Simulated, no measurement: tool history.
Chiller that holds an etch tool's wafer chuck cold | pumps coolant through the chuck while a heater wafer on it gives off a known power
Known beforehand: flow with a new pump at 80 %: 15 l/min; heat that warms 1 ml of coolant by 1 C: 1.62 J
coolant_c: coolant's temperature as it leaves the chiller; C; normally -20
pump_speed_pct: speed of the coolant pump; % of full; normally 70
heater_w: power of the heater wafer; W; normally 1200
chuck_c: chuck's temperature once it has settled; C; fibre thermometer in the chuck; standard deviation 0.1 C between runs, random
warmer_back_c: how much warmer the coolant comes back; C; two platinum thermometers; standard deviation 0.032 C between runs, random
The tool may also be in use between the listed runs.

run    hour  coolant_c  pump_speed_pct  heater_w  chuck_c  warmer_back_c
  1     0.0        -20              70      1200    -10.0           3.46
  2    59.8        -20              70      1200     -9.8           3.37
  3   157.1        -20              70      1200    -10.0           3.43
  4   226.9        -20              70      1200     -9.7           3.44
  5   300.6        -20              70      1200     -9.8           3.45
  6   375.9        -20              70      1200     -9.9           3.44
  7   485.2        -20              70      1200     -9.7           3.47
  8   530.1        -20              70      1200     -9.6           3.48
  9   584.8        -20              70      1200     -9.7           3.50
 10   678.4        -20              70      1200     -9.4           3.42
      698.5  -- coolant changed, channels flushed
 11   785.6        -20              70      1200    -11.3           3.51
 12   890.1        -20              70      1200    -11.0           3.48
 13   943.6        -20              70      1200    -11.1           3.43
 14  1042.2        -20              70      1200    -11.0           3.51
 15  1117.1        -20              70      1200    -10.8           3.45
 16  1189.2        -20              70      1200    -11.0           3.52
 17  1269.2        -20              97       756    -15.5           1.51
 18  1322.5        -20              72      1719     -7.3           4.82
 19  1418.0        -20              72      1719     -7.1           4.92
     1428.5  -- chiller's thermometer calibrated
 20  1500.6        -20              72      1719     -7.1           4.83
 21  1584.2        -20              93       948    -14.0           2.05
 22  1646.7        -20              93       948    -14.1           2.05
 23  1704.5        -23              64      1316    -12.2           4.14
 24  1805.5        -21              70       741    -15.2           2.17
     1881.2  -- chiller's thermometer calibrated, once more
 25  1899.5        -21              70       741    -15.5           2.18
 26  1969.1        -20              70       611    -15.1           1.76
 27  2076.1        -20              70       611    -15.1           1.78
 28  2179.5        -18              88      1032    -11.3           2.38
 29  2258.4        -25              66      1044    -16.4           3.25
 30  2345.6        -20              87      1200    -12.2           2.80
 31  2434.9        -20              86      1039    -13.1           2.49

Forecast each of these 4 alternatives for the next run:
  A  2539.4        -23              92      1431        ?              ?
  B  2539.4        -16              95      1039        ?              ?
  C  2539.4        -13              70      1200        ?              ?
  D  2539.4        -23              96       671        ?              ?

run  chuck_c  warmer_back_c
  A    -14.1           3.12
  B     -9.6           2.25
  C     -3.4           3.55
  D    -18.7           1.41
Without the tool's hidden state the same runs would have given:
run  chuck_c  warmer_back_c
  A    -14.9           3.01
  B    -10.3           2.17
  C     -4.3           3.42
  D    -19.2           1.36
